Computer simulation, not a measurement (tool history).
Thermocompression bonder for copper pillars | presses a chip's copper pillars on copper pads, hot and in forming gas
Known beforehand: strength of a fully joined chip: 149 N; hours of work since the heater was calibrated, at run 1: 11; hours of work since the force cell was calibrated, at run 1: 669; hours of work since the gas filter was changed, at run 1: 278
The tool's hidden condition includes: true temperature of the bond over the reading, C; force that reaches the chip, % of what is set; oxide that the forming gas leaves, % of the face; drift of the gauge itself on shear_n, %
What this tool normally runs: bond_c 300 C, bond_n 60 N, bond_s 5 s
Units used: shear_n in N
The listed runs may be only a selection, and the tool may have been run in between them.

run     day  bond_c  bond_n  bond_s  hours of work since the heater was calibrated  hours of work since the force cell was calibrated  hours of work since the gas filter was changed  shear_n
  1   0.000     300      60       5                                             11                                                669                                             278     57.8
  2   1.442     300      60       5                                             36                                                693                                             302     59.5
  3   3.467     271      60       5                                             70                                                727                                             336     37.2
  4   4.600     271      60       5                                             89                                                746                                             355     36.8
      5.283  -- forming gas filter changed
  5   5.817     271      60       5                                            109                                                767                                               9     39.6
  6   7.583     300      60      15                                            139                                                797                                              39     87.9
  7   8.883     300      60      15                                            161                                                819                                              61     89.3
  8  10.842     300      60      15                                            194                                                852                                              94     89.4
  9  11.733     300      41       5                                            210                                                867                                             109     39.5
 10  12.700     300      60       5                                            226                                                883                                             126     59.6
 11  14.133     326      60       5                                            250                                                907                                             150     83.7
 12  15.696     326      60       5                                            277                                                934                                             176     81.9
 13  17.250     326      60       5                                            303                                                960                                             203     80.3
 14  19.192     326      84       5                                            336                                                993                                             235    101.8
 15  20.408     326      84       5                                            356                                               1014                                             256    101.5
 16  22.342     300      60       3                                            389                                               1046                                             289     46.7
 17  23.617     300      60       3                                            411                                               1068                                             310     46.0
 18  24.912     271      60       3                                            433                                               1090                                             332     27.0
     25.804  -- force cell calibrated
 19  25.979     271      60       3                                            450                                                  3                                             349     25.6
 20  26.825     271      60       3                                            464                                                 17                                             364     24.3
     27.021  -- forming gas filter changed
 21  28.804     271      60       3                                            497                                                 50                                              30     27.1
 22  30.312     324      61       5                                            523                                                 76                                              56     77.9
 23  31.983     324      61       5                                            551                                                104                                              84     74.3
 24  33.433     277      55       4                                            575                                                129                                             109     30.7
 25  34.888     277      55       4                                            600                                                153                                             133     29.7
 26  36.133     327      55       4                                            621                                                174                                             154     64.1
 27  37.008     323      71      15                                            636                                                189                                             169    108.4
 28  38.054     304      75       5                                            654                                                207                                             187     66.8
 29  39.071     307      60       5                                            671                                                224                                             204     56.9
 30  40.608     303      45       9                                            697                                                250                                             230     50.1
 31  41.467     324      53       9                                            711                                                265                                             245     76.8
 32  42.896     293      60       6                                            736                                                289                                             269     48.3
 33  44.408     293      60       6                                            761                                                315                                             294     49.4
 34  45.304     282      53       9                                            776                                                330                                             309     41.3
 35  46.954     313      75       4                                            804                                                358                                             337     69.0
     48.692  -- forming gas filter changed
 36  48.804     294      59       9                                            835                                                389                                               2     60.7
     49.212  -- heater calibrated with a thermocouple chip
 37  49.988     313      47       3                                             13                                                407                                              21     46.7
 38  52.042     300      60       3                                             48                                                442                                              55     49.1
 39  52.925     300      60       3                                             63                                                457                                              70     50.4

5 ways to go on from here, each from the tool as it stands after run 39. What would each give?
  A  54.738     300      40       8                                             94                                                488                                             101        ?
  B  54.738     318      68      12                                             94                                                488                                             101        ?
  C  54.738     295      58       5                                             94                                                488                                             101        ?
  D  54.738     281      65      10                                             94                                                488                                             101        ?
  E  54.738     290      60       6                                             94                                                488                                             101        ?

run  shear_n
  A     47.4
  B    105.3
  C     54.0
  D     63.7
  E     56.2
With the hidden condition removed and each run's random variation left untouched, the same runs would have given:
run  shear_n
  A     48.0
  B    107.5
  C     54.8
  D     64.8
  E     57.1
